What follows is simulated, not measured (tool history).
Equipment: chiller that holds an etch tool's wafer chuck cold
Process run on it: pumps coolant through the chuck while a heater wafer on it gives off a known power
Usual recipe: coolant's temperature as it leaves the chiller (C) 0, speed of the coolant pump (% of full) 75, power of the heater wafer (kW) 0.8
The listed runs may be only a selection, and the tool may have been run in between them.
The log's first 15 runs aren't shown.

| run | day | coolant's temperature as it leaves the chiller (C) | speed of the coolant pump (% of full) | power of the heater wafer (kW) | chuck's temperature once it has settled (C) | how much warmer the coolant comes back (C) |
|---|---|---|---|---|---|---|
| 16 | 23.583 | 0 | 70 | 0.8 | 8.7 | 2.6 |
| 17 | 24.45 | 8 | 83 | 1.17 | 19.7 | 3.24 |
|  | 24.638 | chiller's thermometer calibrated |
| 18 | 26.367 | 8 | 83 | 1.17 | 19.7 | 3.23 |
| 19 | 27.892 | 8 | 83 | 1.17 | 19.7 | 3.22 |
|  | 29.296 | chiller's thermometer calibrated, once more |
| 20 | 29.379 | -7 | 76 | 0.745 | 1.1 | 2.23 |
| 21 | 30.35 | 8 | 88 | 0.594 | 14.2 | 1.6 |
| 22 | 31.608 | -3 | 93 | 0.453 | 1.6 | 1.15 |
| 23 | 33.325 | -3 | 93 | 0.453 | 1.5 | 1.14 |
| 24 | 35.35 | 0 | 75 | 0.748 | 8.3 | 2.29 |
| 25 | 37.192 | 0 | 75 | 0.519 | 5.8 | 1.56 |
| 26 | 38.704 | 0 | 71 | 0.588 | 6.7 | 1.95 |
| 27 | 40.658 | -9 | 79 | 0.55 | -2.9 | 1.59 |
| 28 | 41.579 | -7 | 79 | 0.55 | -0.9 | 1.63 |
| 29 | 42.992 | -7 | 79 | 0.55 | -1 | 1.64 |
| 30 | 45.017 | -7 | 79 | 0.55 | -0.8 | 1.61 |
| 31 | 46.229 | -2 | 85 | 0.982 | 8.4 | 2.69 |

Consider 4 possible next runs. They are alternatives, not a sequence: every one starts from the tool as it was left by run 31. What does each give?
| A | 47.958 | 0 | 90 | 0.506 | ? | ? |
| B | 47.958 | 0 | 75 | 0.701 | ? | ? |
| C | 47.958 | -4 | 71 | 0.472 | ? | ? |
| D | 47.958 | -6 | 64 | 0.436 | ? | ? |

| run | chuck's temperature once it has settled (C) | how much warmer the coolant comes back (C) |
|---|---|---|
| A | 5.3 | 1.31 |
| B | 7.9 | 2.17 |
| C | 1.6 | 1.61 |
| D | -0.7 | 1.61 |
Take away the tool's hidden state, keep each run's random variation, and the runs would have read:
| run | chuck's temperature once it has settled (C) | how much warmer the coolant comes back (C) |
|---|---|---|
| A | 4.6 | 1.1 |
| B | 6.7 | 1.83 |
| C | 0.8 | 1.36 |
| D | -1.4 | 1.35 |
